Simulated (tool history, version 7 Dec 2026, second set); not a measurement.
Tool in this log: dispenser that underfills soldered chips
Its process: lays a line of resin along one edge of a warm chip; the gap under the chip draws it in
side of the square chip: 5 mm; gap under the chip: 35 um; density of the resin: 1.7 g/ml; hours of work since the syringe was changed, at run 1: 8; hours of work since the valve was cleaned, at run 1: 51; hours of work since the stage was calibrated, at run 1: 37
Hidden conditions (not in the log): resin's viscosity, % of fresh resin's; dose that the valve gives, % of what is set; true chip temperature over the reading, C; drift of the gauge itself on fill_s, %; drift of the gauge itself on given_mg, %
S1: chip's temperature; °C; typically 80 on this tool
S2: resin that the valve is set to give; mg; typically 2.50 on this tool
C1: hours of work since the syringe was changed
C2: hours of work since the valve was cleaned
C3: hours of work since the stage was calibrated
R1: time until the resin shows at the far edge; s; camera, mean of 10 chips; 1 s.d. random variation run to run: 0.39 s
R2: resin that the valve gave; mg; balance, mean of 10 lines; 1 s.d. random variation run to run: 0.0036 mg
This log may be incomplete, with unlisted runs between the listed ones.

| run | hour | S1 | S2 | C1 | C2 | C3 | R1 | R2 |
|---|---|---|---|---|---|---|---|---|
| 1 | 0.0 | 80 | 2.50 | 8 | 51 | 37 | 37.2 | 2.444 |
|  | 1.3 | new syringe of resin |
|  | 8.3 | dispensing valve cleaned and set on the balance |
| 2 | 12.0 | 80 | 2.50 | 7 | 3 | 45 | 34.9 | 2.500 |
|  | 14.9 | new syringe of resin |
| 3 | 23.5 | 80 | 2.50 | 6 | 11 | 54 | 32.6 | 2.490 |
|  | 27.8 | new syringe of resin |
| 4 | 30.0 | 80 | 2.50 | 2 | 16 | 58 | 26.2 | 2.481 |
| 5 | 37.0 | 80 | 2.50 | 7 | 21 | 63 | 35.3 | 2.474 |
|  | 40.3 | new syringe of resin |
| 6 | 49.3 | 80 | 2.50 | 7 | 30 | 72 | 33.6 | 2.472 |
|  | 53.6 | new syringe of resin |
| 7 | 55.3 | 80 | 2.11 | 1 | 34 | 77 | 26.0 | 2.081 |
|  | 66.5 | new syringe of resin |
| 8 | 67.3 | 80 | 3.13 | 1 | 43 | 85 | 24.4 | 3.067 |
| 9 | 74.8 | 80 | 3.20 | 6 | 48 | 91 | 33.9 | 3.125 |
|  | 79.9 | new syringe of resin |
| 10 | 84.7 | 80 | 3.20 | 4 | 56 | 98 | 28.6 | 3.127 |
|  | 86.9 | dispensing valve cleaned and set on the balance |
| 11 | 92.5 | 80 | 3.20 | 9 | 4 | 103 | 37.8 | 3.186 |
|  | 93.4 | new syringe of resin |
| 12 | 99.0 | 80 | 3.20 | 4 | 9 | 108 | 29.1 | 3.184 |
|  | 107.0 | new syringe of resin |
| 13 | 112.3 | 80 | 2.50 | 4 | 18 | 117 | 29.8 | 2.473 |
|  | 119.5 | new syringe of resin |
| 14 | 123.9 | 80 | 2.50 | 3 | 27 | 126 | 28.2 | 2.461 |
| 15 | 130.9 | 80 | 2.78 | 9 | 32 | 131 | 36.8 | 2.734 |
|  | 132.1 | new syringe of resin |
| 16 | 137.6 | 80 | 2.78 | 4 | 37 | 136 | 28.2 | 2.729 |
| 17 | 143.7 | 80 | 2.50 | 9 | 41 | 140 | 36.3 | 2.447 |
|  | 144.7 | new syringe of resin |
| 18 | 156.1 | 70 | 2.90 | 8 | 50 | 149 | 50.1 | 2.827 |
|  | 157.2 | new syringe of resin |
|  | 164.9 | dispensing valve cleaned and set on the balance |
| 19 | 167.0 | 70 | 2.90 | 7 | 2 | 156 | 46.2 | 2.894 |
|  | 171.0 | new syringe of resin |
| 20 | 176.2 | 80 | 3.14 | 4 | 8 | 163 | 28.6 | 3.126 |
|  | 184.3 | new syringe of resin |
| 21 | 189.4 | 80 | 2.47 | 4 | 18 | 173 | 29.3 | 2.449 |
|  | 196.8 | new syringe of resin |
| 22 | 199.4 | 93 | 2.47 | 2 | 25 | 180 | 17.6 | 2.443 |
| 23 | 205.1 | 83 | 2.47 | 6 | 29 | 184 | 29.6 | 2.428 |
|  | 209.4 | new syringe of resin |
| 24 | 216.0 | 89 | 2.51 | 5 | 37 | 192 | 23.5 | 2.460 |
|  | 221.8 | new syringe of resin |
| 25 | 227.3 | 89 | 2.51 | 4 | 45 | 200 | 22.2 | 2.448 |
|  | 234.9 | new syringe of resin |
| 26 | 234.9 | 82 | 2.51 | 0 | 51 | 206 | 22.0 | 2.450 |
|  | 242.8 | dispensing valve cleaned and set on the balance |
| 27 | 243.6 | 82 | 2.51 | 6 | 1 | 211 | 30.2 | 2.508 |
|  | 248.5 | new syringe of resin |
| 28 | 254.1 | 66 | 2.89 | 4 | 8 | 219 | 43.7 | 2.875 |
| 29 | 259.8 | 72 | 2.94 | 8 | 12 | 223 | 46.1 | 2.921 |
|  | 261.3 | new syringe of resin |
| 30 | 270.8 | 87 | 2.65 | 7 | 20 | 231 | 26.7 | 2.623 |
|  | 274.1 | new syringe of resin |
| 31 | 280.1 | 87 | 2.65 | 4 | 27 | 238 | 24.3 | 2.609 |
|  | 286.7 | new syringe of resin |
| 32 | 286.7 | 89 | 2.70 | 0 | 32 | 243 | 16.9 | 2.657 |
| 33 | 293.5 | 89 | 2.70 | 5 | 37 | 248 | 23.4 | 2.657 |
|  | 299.5 | new syringe of resin |
| 34 | 306.9 | 81 | 2.11 | 6 | 47 | 257 | 30.6 | 2.064 |

Each row is a separate what-if for the run after 34, all from the same tool condition, not one after another. Results?
|  | 312.6 | new syringe of resin |
| A | 313.2 | 73 | 2.11 | 0 | 51 | 262 | ? | ? |
|  | 312.6 | new syringe of resin |
| B | 313.2 | 71 | 2.63 | 0 | 51 | 262 | ? | ? |
|  | 312.6 | new syringe of resin |
| C | 313.2 | 77 | 2.58 | 0 | 51 | 262 | ? | ? |
|  | 312.6 | new syringe of resin |
| D | 313.2 | 82 | 2.11 | 0 | 51 | 262 | ? | ? |

| run | R1 | R2 |
|---|---|---|
| A | 30.5 | 2.052 |
| B | 31.7 | 2.564 |
| C | 26.4 | 2.519 |
| D | 22.7 | 2.057 |
Had the tool no hidden state, the same runs would have come out as:
| run | R1 | R2 |
|---|---|---|
| A | 30.9 | 2.105 |
| B | 32.2 | 2.630 |
| C | 26.8 | 2.584 |
| D | 23.0 | 2.110 |
